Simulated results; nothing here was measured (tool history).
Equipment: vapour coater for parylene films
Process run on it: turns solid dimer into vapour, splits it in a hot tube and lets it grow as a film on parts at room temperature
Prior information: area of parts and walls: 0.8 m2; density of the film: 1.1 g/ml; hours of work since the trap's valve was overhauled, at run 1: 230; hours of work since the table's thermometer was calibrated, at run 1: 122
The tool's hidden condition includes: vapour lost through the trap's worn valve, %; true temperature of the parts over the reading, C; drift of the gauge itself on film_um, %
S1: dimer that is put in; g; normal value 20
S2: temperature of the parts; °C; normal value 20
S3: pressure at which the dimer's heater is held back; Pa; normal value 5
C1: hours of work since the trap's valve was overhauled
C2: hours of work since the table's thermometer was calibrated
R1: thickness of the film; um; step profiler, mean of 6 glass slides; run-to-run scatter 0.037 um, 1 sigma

run,day,S1,S2,S3,C1,C2,R1
1,0,20,20,5,230,122,16.81
2,0.562,18,20,5,236,128,15.14
3,1.062,18,20,5,241,133,15.09
4,1.683,20,20,5,248,140,16.87
5,2.238,20,20,5,254,146,16.84
6,2.875,20,20,4.87,261,153,16.93
7,3.246,20,20,4.87,265,157,16.89
8,3.662,20,20,4.87,269,161,16.82
9,4.133,20,24,5,274,166,15.19
10,4.775,20,24,5,281,173,15.2
11,5.075,20,24,5,285,177,15.18
12,5.608,19,20,5,290,182,15.92
13,5.992,20,20,5,294,186,16.72
14,6.312,9,22,2.03,298,190,8.13
15,6.775,9,22,2.03,303,195,8.13
16,7.275,12,23,9.2,308,200,8.56
17,7.667,21,16,2.08,313,205,21.81
18,8.221,12,20,5.03,318,210,10.05
19,8.546,12,20,5.03,322,214,10.02
20,8.971,14,19,11.54,327,219,10.69
21,9.562,14,19,11.54,333,225,10.67
22,10.179,14,19,11.54,340,232,10.68
23,10.812,33,17,3.42,346,238,31.1
24,11.342,14,25,4.71,352,244,10.39
25,11.625,20,25,5,355,247,14.67
26,12.012,20,25,5,359,251,14.69

Alternative continuations, all from the tool just after run 26; predict every row:
A,12.321,29,13,2.26,363,255,?
B,12.321,20,17,2.53,363,255,?
C,12.321,23,25,6.32,363,255,?
D,12.321,20,19,5,363,255,?
E,12.321,27,29,7.49,363,255,?

run,R1
A,31.26
B,19.78
C,16.38
D,17.08
E,17.02
The same runs, with their run-to-run variation unchanged, on a tool lacking any hidden condition would have given:
run,R1
A,32.26
B,20.37
C,16.87
D,17.59
E,17.52
